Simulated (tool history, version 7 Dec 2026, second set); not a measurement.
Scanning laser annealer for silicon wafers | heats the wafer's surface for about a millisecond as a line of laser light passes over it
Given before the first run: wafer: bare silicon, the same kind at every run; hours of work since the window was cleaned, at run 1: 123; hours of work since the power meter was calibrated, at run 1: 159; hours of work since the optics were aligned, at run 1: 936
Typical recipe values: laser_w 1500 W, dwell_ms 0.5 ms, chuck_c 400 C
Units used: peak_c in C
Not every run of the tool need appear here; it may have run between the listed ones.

run,day,laser_w,dwell_ms,chuck_c,hours of work since the window was cleaned,hours of work since the power meter was calibrated,hours of work since the optics were aligned,peak_c
1,0,1500,0.5,400,123,159,936,1173
2,0.454,1500,0.5,400,127,164,940,1172
3,0.833,1500,0.5,400,131,168,944,1174
4,1.254,1500,0.5,400,135,172,948,1175
5,1.671,1500,0.5,416,139,176,952,1187
6,1.996,1594,0.5,400,142,179,955,1232
7,2.208,1594,0.5,400,144,181,957,1233
8,2.529,1606,0.5,400,147,184,960,1239
9,2.796,1606,0.5,400,150,187,963,1239
10,3.2,1606,0.5,400,154,191,967,1240
11,3.558,1606,0.5,400,157,194,970,1240
12,3.971,1287,0.5,400,161,198,974,1042
13,4.221,1287,0.5,400,164,201,977,1042
14,4.542,1500,0.495,400,167,204,980,1168
15,4.771,1500,0.495,419,169,206,982,1187
16,4.996,1500,0.484,419,171,208,984,1176
17,5.458,1500,0.5,400,176,213,989,1174
18,5.9,1500,0.6,400,180,217,993,1240
19,6.171,1500,0.6,400,183,219,996,1241
20,6.446,1500,0.6,400,186,222,998,1245
21,6.867,1500,0.5,400,190,226,1003,1173
22,7.254,1397,0.436,404,193,230,1006,1063
23,7.467,1552,0.488,385,196,232,1008,1178
24,7.925,1552,0.488,394,200,237,1013,1189
25,8.254,1472,0.407,405,203,240,1016,1086
26,8.517,1583,0.499,413,206,242,1019,1231
27,8.921,1583,0.509,413,210,246,1023,1242
28,9.317,1583,0.509,413,214,250,1026,1241
29,9.612,1583,0.509,413,216,253,1029,1240
30,10.008,1500,0.38,418,220,257,1033,1089
31,10.404,1374,0.495,391,224,261,1037,1078
32,10.683,1374,0.493,391,227,263,1040,1072
33,10.892,1374,0.493,410,229,265,1042,1093
34,11.175,1374,0.493,410,232,268,1045,1093
35,11.446,1374,0.493,410,234,271,1047,1097
36,11.708,1468,0.576,424,237,273,1050,1226
37,12.088,1538,0.5,432,240,277,1053,1223
38,12.429,1420,0.573,425,244,280,1057,1192
39,12.821,1585,0.573,425,248,284,1061,1299
40,13.017,1585,0.573,425,250,286,1062,1300
41,13.396,1392,0.422,363,253,290,1066,1007

Forecast each of these 4 alternatives for the next run:
A,13.717,1500,0.525,370,256,293,1069,?
B,13.717,1392,0.422,429,256,293,1069,?
C,13.717,1310,0.619,371,256,293,1069,?
D,13.717,1286,0.5,438,256,293,1069,?

run,peak_c
A,1154
B,1070
C,1089
D,1069
Without the tool's unlogged condition, the same runs would have read:
run,peak_c
A,1184
B,1094
C,1115
D,1093
